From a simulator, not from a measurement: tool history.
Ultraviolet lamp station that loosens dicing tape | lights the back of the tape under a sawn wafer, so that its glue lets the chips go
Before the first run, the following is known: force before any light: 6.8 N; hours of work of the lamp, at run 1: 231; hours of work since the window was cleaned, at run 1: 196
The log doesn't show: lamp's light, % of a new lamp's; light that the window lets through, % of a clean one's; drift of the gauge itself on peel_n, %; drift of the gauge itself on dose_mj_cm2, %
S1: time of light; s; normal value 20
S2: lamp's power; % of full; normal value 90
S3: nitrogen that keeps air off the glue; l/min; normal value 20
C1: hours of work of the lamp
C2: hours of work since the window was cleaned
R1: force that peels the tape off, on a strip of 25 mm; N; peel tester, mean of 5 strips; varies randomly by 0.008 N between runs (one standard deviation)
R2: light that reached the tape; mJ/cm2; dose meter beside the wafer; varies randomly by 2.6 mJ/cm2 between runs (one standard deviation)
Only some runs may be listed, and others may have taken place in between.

run 1 hour=0.0 | S1=20 S2=90 S3=20 | C1=231 C2=196 | R1=0.311 R2=321
run 2 hour=16.2 | S1=20 S2=90 S3=20 | C1=241 C2=207 | R1=0.310 R2=321
run 3 hour=31.9 | S1=20 S2=91 S3=20 | C1=251 C2=217 | R1=0.317 R2=324
run 4 hour=46.5 | S1=20 S2=91 S3=20 | C1=261 C2=226 | R1=0.298 R2=328
run 5 hour=60.9 | S1=20 S2=68 S3=20 | C1=270 C2=236 | R1=0.457 R2=244
run 6 hour=74.4 | S1=20 S2=64 S3=20 | C1=279 C2=244 | R1=0.515 R2=230
run 7 hour=84.0 | S1=20 S2=64 S3=20 | C1=285 C2=251 | R1=0.515 R2=229
run 8 hour=99.8 | S1=11 S2=90 S3=7 | C1=296 C2=261 | R1=1.450 R2=180
run 9 hour=111.5 | S1=11 S2=90 S3=7 | C1=303 C2=269 | R1=1.468 R2=180
run 10 hour=120.1 | S1=11 S2=90 S3=7 | C1=309 C2=274 | R1=1.502 R2=182
run 11 hour=129.2 | S1=27 S2=78 S3=9 | C1=315 C2=280 | R1=0.377 R2=379
run 12 hour=137.7 | S1=28 S2=81 S3=24 | C1=320 C2=286 | R1=0.269 R2=408
run 13 hour=149.3 | S1=15 S2=75 S3=24 | C1=328 C2=293 | R1=0.566 R2=199
run 14 hour=163.1 | S1=16 S2=75 S3=24 | C1=337 C2=302 | R1=0.505 R2=220

3 options for the next run, each taken on its own from the tool as it stands now. Forecast them:
run A hour=169.9 | S1=20 S2=90 S3=10 | C1=341 C2=307 | R1=? R2=?
run B hour=169.9 | S1=20 S2=62 S3=20 | C1=341 C2=307 | R1=? R2=?
run C hour=169.9 | S1=15 S2=90 S3=32 | C1=341 C2=307 | R1=? R2=?

run=A R1=0.455 R2=322
run=B R1=0.541 R2=225
run=C R1=0.375 R2=241
What these runs would have given with no unlogged condition in the tool:
run=A R1=0.455 R2=322
run=B R1=0.540 R2=225
run=C R1=0.374 R2=241
